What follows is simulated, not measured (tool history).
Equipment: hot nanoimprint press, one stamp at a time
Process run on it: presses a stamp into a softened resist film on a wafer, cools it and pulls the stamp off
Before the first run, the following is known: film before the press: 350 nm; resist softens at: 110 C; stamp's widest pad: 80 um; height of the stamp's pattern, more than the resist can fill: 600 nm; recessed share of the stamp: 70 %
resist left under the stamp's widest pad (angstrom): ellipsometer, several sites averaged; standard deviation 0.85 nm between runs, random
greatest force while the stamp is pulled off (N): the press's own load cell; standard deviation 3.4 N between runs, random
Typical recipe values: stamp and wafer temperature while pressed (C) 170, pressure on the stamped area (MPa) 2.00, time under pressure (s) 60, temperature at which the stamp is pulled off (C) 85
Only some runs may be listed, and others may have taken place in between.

run   hour  stamp and wafer temperature while pressed (C)  pressure on the stamped area (MPa)  time under pressure (s)  temperature at which the stamp is pulled off (C)  resist left under the stamp's widest pad (angstrom)  greatest force while the stamp is pulled off (N)
  1    0.0                                            170                                2.00                       60                                                85                                                 1939                                               194
  2   14.1                                            171                                2.00                       60                                                85                                                 1877                                               208
  3   33.6                                            170                                2.00                       60                                                77                                                 1921                                               215
  4   51.8                                            170                                2.00                       60                                                77                                                 1946                                               210
  5   64.1                                            170                                2.00                       60                                                77                                                 1937                                               215
  6   84.6                                            170                                2.00                       60                                                77                                                 1928                                               218
  7   93.4                                            170                                2.00                       60                                                85                                                 1941                                               205
  8  113.0                                            170                                2.00                       60                                                85                                                 1929                                               203
  9  122.6                                            170                                2.00                       60                                                85                                                 1936                                               204
 10  144.1                                            170                                2.00                       60                                                85                                                 1931                                               205
 11  156.0                                            170                                2.00                       81                                                85                                                 1735                                               204
 12  171.0                                            170                                2.00                       81                                                85                                                 1745                                               204
     177.5  -- plate thermocouple calibrated
     189.2  -- stamp cleaned and given a new release coat
 13  196.5                                            170                                2.00                       81                                                85                                                 1823                                               179
 14  217.9                                            174                                2.28                       49                                                93                                                 1807                                               168
 15  234.7                                            173                                2.50                       60                                                85                                                 1668                                               180
 16  248.3                                            180                                2.46                      116                                                91                                                 1025                                               174
 17  269.7                                            165                                1.92                       61                                                73                                                 2328                                               210

Estimate the outcome of run 18 from the log above:
 18  288.8                                            166                                2.00                       60                                                85                                                    ?                                                 ?

{"run 18": {"resist left under the stamp's widest pad (angstrom)": 2242, "greatest force while the stamp is pulled off (N)": 188}}
On a tool with no hidden condition, and with the same random variation, this run would have come out at resist left under the stamp's widest pad (angstrom) 2216, greatest force while the stamp is pulled off (N) 180.
